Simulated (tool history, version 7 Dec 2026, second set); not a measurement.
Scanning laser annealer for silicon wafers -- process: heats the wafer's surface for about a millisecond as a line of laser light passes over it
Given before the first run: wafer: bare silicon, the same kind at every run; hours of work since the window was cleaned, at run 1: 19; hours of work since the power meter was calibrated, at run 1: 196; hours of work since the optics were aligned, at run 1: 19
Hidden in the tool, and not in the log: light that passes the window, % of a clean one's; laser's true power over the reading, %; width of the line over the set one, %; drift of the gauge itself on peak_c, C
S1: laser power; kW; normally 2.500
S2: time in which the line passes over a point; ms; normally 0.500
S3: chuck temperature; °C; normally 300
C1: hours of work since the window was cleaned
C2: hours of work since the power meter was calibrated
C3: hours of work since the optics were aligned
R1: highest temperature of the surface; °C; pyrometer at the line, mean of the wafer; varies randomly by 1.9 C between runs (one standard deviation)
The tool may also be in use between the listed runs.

run 1 hour=0.0 | S1=2.500 S2=0.500 S3=300 | C1=19 C2=196 C3=19 | R1=1128
run 2 hour=37.9 | S1=2.500 S2=0.500 S3=300 | C1=38 C2=215 C3=38 | R1=1125
run 3 hour=66.0 | S1=2.500 S2=0.500 S3=300 | C1=53 C2=229 C3=53 | R1=1127
run 4 hour=101.1 | S1=2.500 S2=0.422 S3=300 | C1=70 C2=247 C3=70 | R1=1055
run 5 hour=137.1 | S1=2.500 S2=0.422 S3=300 | C1=88 C2=265 C3=88 | R1=1050
run 6 hour=158.8 | S1=2.500 S2=0.500 S3=300 | C1=99 C2=276 C3=99 | R1=1123
run 7 hour=204.6 | S1=2.500 S2=0.500 S3=300 | C1=122 C2=299 C3=122 | R1=1124
run 8 hour=227.4 | S1=2.500 S2=0.500 S3=300 | C1=134 C2=310 C3=134 | R1=1121
run 9 hour=267.6 | S1=2.500 S2=0.500 S3=300 | C1=154 C2=331 C3=154 | R1=1123
run 10 hour=301.4 | S1=2.500 S2=0.500 S3=300 | C1=171 C2=348 C3=171 | R1=1116
run 11 hour=327.4 | S1=2.500 S2=0.500 S3=300 | C1=184 C2=361 C3=184 | R1=1120
run 12 hour=374.6 | S1=2.500 S2=0.500 S3=300 | C1=208 C2=385 C3=208 | R1=1120
run 13 hour=417.9 | S1=2.500 S2=0.500 S3=300 | C1=230 C2=407 C3=230 | R1=1116
run 14 hour=448.4 | S1=2.500 S2=0.500 S3=300 | C1=245 C2=422 C3=245 | R1=1118
run 15 hour=491.9 | S1=2.500 S2=0.500 S3=300 | C1=267 C2=444 C3=267 | R1=1111
run 16 hour=531.2 | S1=2.500 S2=0.599 S3=300 | C1=287 C2=464 C3=287 | R1=1197
run 17 hour=556.5 | S1=2.500 S2=0.599 S3=300 | C1=300 C2=476 C3=300 | R1=1197
run 18 hour=589.5 | S1=2.500 S2=0.599 S3=300 | C1=317 C2=493 C3=317 | R1=1192
run 19 hour=636.0 | S1=2.665 S2=0.500 S3=300 | C1=340 C2=517 C3=340 | R1=1178
run 20 hour=669.0 | S1=2.500 S2=0.500 S3=300 | C1=357 C2=533 C3=357 | R1=1111
run 21 hour=689.9 | S1=2.708 S2=0.439 S3=287 | C1=367 C2=544 C3=367 | R1=1122
run 22 hour=723.6 | S1=2.708 S2=0.439 S3=287 | C1=384 C2=561 C3=384 | R1=1122
run 23 hour=768.9 | S1=2.191 S2=0.524 S3=291 | C1=407 C2=584 C3=407 | R1=999
run 24 hour=809.5 | S1=2.511 S2=0.421 S3=271 | C1=428 C2=604 C3=428 | R1=1012
run 25 hour=853.8 | S1=2.440 S2=0.558 S3=300 | C1=450 C2=626 C3=450 | R1=1133
run 26 hour=900.7 | S1=2.264 S2=0.354 S3=324 | C1=474 C2=650 C3=474 | R1=917
run 27 hour=921.5 | S1=2.298 S2=0.474 S3=315 | C1=484 C2=661 C3=484 | R1=1021
run 28 hour=951.5 | S1=2.545 S2=0.446 S3=300 | C1=499 C2=676 C3=499 | R1=1077

The next listed run, before its measurement:
run 29 hour=998.8 | S1=2.500 S2=0.509 S3=338 | C1=523 C2=700 C3=523 | R1=?

{"run 29": {"R1": 1151}}
Minus the tool's unlogged condition, the same run would have read R1 1177 °C.

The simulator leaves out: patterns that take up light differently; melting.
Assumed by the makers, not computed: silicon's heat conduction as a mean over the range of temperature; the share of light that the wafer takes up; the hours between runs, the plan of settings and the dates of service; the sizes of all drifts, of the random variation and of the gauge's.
